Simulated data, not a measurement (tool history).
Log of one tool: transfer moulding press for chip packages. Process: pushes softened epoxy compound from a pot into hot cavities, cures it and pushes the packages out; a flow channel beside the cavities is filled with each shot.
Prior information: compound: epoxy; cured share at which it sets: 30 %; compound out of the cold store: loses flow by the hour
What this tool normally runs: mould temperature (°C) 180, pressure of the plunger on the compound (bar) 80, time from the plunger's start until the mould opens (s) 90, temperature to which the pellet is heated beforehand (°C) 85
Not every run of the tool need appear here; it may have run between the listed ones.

| run | hour | mould temperature (°C) | pressure of the plunger on the compound (bar) | time from the plunger's start until the mould opens (s) | temperature to which the pellet is heated beforehand (°C) | incoming compound's hours out of the cold store | length that the compound runs in the flow channel (mm) | greatest force on the pins that push the packages out (N) |
|---|---|---|---|---|---|---|---|---|
| 1 | 0 | 180 | 80 | 90 | 85 | 36.9 | 658 | 297 |
|  | 19.2 | cavities cleaned with cleaning compound and waxed |
|  | 28.4 | plunger's sealing rings changed |
|  | 59.2 | cavities cleaned with cleaning compound and waxed |
| 2 | 67.7 | 174 | 80 | 90 | 85 | 8.1 | 779 | 370 |
|  | 97.3 | cavities cleaned with cleaning compound and waxed |
| 3 | 113.5 | 180 | 80 | 90 | 85 | 25.3 | 707 | 299 |
|  | 136.5 | cavities cleaned with cleaning compound and waxed |
|  | 173.7 | cavities cleaned with cleaning compound and waxed |
| 4 | 196.5 | 180 | 80 | 90 | 85 | 8.3 | 757 | 318 |
|  | 210.6 | cavities cleaned with cleaning compound and waxed |
|  | 250.7 | cavities cleaned with cleaning compound and waxed |
| 5 | 256.2 | 180 | 80 | 90 | 85 | 25.6 | 694 | 244 |
|  | 286.4 | cavities cleaned with cleaning compound and waxed |
|  | 295.8 | plunger's sealing rings changed |
|  | 325.6 | cavities cleaned with cleaning compound and waxed |
| 6 | 330.7 | 180 | 80 | 90 | 85 | 14.9 | 741 | 253 |
|  | 362.3 | cavities cleaned with cleaning compound and waxed |
| 7 | 384.7 | 178 | 80 | 90 | 85 | 32.5 | 682 | 323 |
|  | 398.6 | cavities cleaned with cleaning compound and waxed |
|  | 436.4 | cavities cleaned with cleaning compound and waxed |
|  | 474.4 | cavities cleaned with cleaning compound and waxed |
| 8 | 474.4 | 180 | 80 | 90 | 85 | 46.7 | 633 | 221 |
|  | 510.8 | cavities cleaned with cleaning compound and waxed |
| 9 | 526.3 | 180 | 80 | 90 | 85 | 14.9 | 724 | 287 |
|  | 545.9 | cavities cleaned with cleaning compound and waxed |
|  | 564.1 | mould's thermocouples calibrated |
|  | 566.6 | plunger's sealing rings changed |
|  | 584.7 | cavities cleaned with cleaning compound and waxed |
| 10 | 610.3 | 180 | 80 | 90 | 85 | 43.5 | 655 | 327 |
|  | 619.9 | cavities cleaned with cleaning compound and waxed |
|  | 656.2 | cavities cleaned with cleaning compound and waxed |
|  | 692.2 | cavities cleaned with cleaning compound and waxed |
| 11 | 701.7 | 180 | 80 | 90 | 85 | 34.8 | 679 | 290 |
|  | 732 | cavities cleaned with cleaning compound and waxed |
|  | 767.6 | cavities cleaned with cleaning compound and waxed |
| 12 | 767.6 | 180 | 80 | 90 | 85 | 24.7 | 698 | 230 |
|  | 801.8 | cavities cleaned with cleaning compound and waxed |
|  | 831.1 | plunger's sealing rings changed |
|  | 839.7 | cavities cleaned with cleaning compound and waxed |
| 13 | 850.5 | 180 | 80 | 90 | 85 | 17.1 | 734 | 289 |
|  | 880.9 | cavities cleaned with cleaning compound and waxed |
| 14 | 892.4 | 180 | 80 | 90 | 85 | 41.8 | 656 | 277 |
|  | 922 | cavities cleaned with cleaning compound and waxed |
| 15 | 938.9 | 180 | 97.7 | 90 | 80 | 15.1 | 815 | 293 |
|  | 957.1 | cavities cleaned with cleaning compound and waxed |
|  | 994.6 | cavities cleaned with cleaning compound and waxed |
| 16 | 1023.3 | 180 | 76.8 | 73 | 80 | 34.9 | 658 | 488 |
|  | 1031.9 | cavities cleaned with cleaning compound and waxed |
|  | 1066.4 | cavities cleaned with cleaning compound and waxed |
|  | 1097.2 | plunger's sealing rings changed |
|  | 1105.4 | cavities cleaned with cleaning compound and waxed |
| 17 | 1113.1 | 180 | 76.8 | 73 | 80 | 32.3 | 675 | 375 |
|  | 1141.6 | cavities cleaned with cleaning compound and waxed |
|  | 1180.7 | cavities cleaned with cleaning compound and waxed |
| 18 | 1180.7 | 180 | 80 | 81 | 76 | 40.1 | 658 | 257 |
|  | 1215.9 | cavities cleaned with cleaning compound and waxed |
|  | 1251.8 | cavities cleaned with cleaning compound and waxed |
| 19 | 1264.6 | 180 | 95.7 | 90 | 85 | 34.2 | 735 | 273 |
|  | 1286.3 | cavities cleaned with cleaning compound and waxed |
|  | 1321.9 | cavities cleaned with cleaning compound and waxed |
| 20 | 1342.5 | 176 | 99.4 | 95 | 85 | 43.3 | 719 | 314 |
|  | 1356.3 | cavities cleaned with cleaning compound and waxed |
|  | 1363.7 | plunger's sealing rings changed |
|  | 1396.5 | cavities cleaned with cleaning compound and waxed |
| 21 | 1414.9 | 176 | 99.4 | 95 | 85 | 41.7 | 739 | 315 |
|  | 1432.2 | cavities cleaned with cleaning compound and waxed |
| 22 | 1461.1 | 176 | 99.4 | 95 | 85 | 33.8 | 763 | 362 |
|  | 1469.8 | cavities cleaned with cleaning compound and waxed |
|  | 1504.8 | cavities cleaned with cleaning compound and waxed |
| 23 | 1510.9 | 176 | 99.4 | 95 | 85 | 35.7 | 754 | 254 |
|  | 1542.8 | cavities cleaned with cleaning compound and waxed |
| 24 | 1564.5 | 176 | 99.4 | 95 | 85 | 27.4 | 780 | 317 |

Below, some changes in length that the compound runs in the flow channel (mm) between adjacent runs. For each, the amount present without the hidden state too (settings, incoming material, random variation) and the amount remaining for the hidden state with gauge scatter not shared by both compared results:
Hidden state present: true mould temperature over the reading, C; pressure that reaches the compound, % of what is set; grip of the stained cavities, % over clean ones'; drift of the gauge itself on flow_mm, %; drift of the gauge itself on push_out_n, %.
Run 9 -> 10: cavities cleaned with cleaning compound and waxed, mould's thermocouples calibrated, plunger's sealing rings changed, cavities cleaned with cleaning compound and waxed. length that the compound runs in the flow channel (mm) -69: hidden state +21, all else -90.
Run 14 -> 15: pressure of the plunger on the compound (bar) 80 -> 97.7, temperature to which the pellet is heated beforehand (°C) 85 -> 80, cavities cleaned with cleaning compound and waxed. length that the compound runs in the flow channel (mm) +159: hidden state -6, all else +165.
Run 15 -> 16: pressure of the plunger on the compound (bar) 97.7 -> 76.8, time from the plunger's start until the mould opens (s) 90 -> 73, cavities cleaned with cleaning compound and waxed, cavities cleaned with cleaning compound and waxed. length that the compound runs in the flow channel (mm) -157: hidden state -4, all else -153.
Run 20 -> 21: cavities cleaned with cleaning compound and waxed, plunger's sealing rings changed, cavities cleaned with cleaning compound and waxed. length that the compound runs in the flow channel (mm) +20: hidden state +13, all else +7.
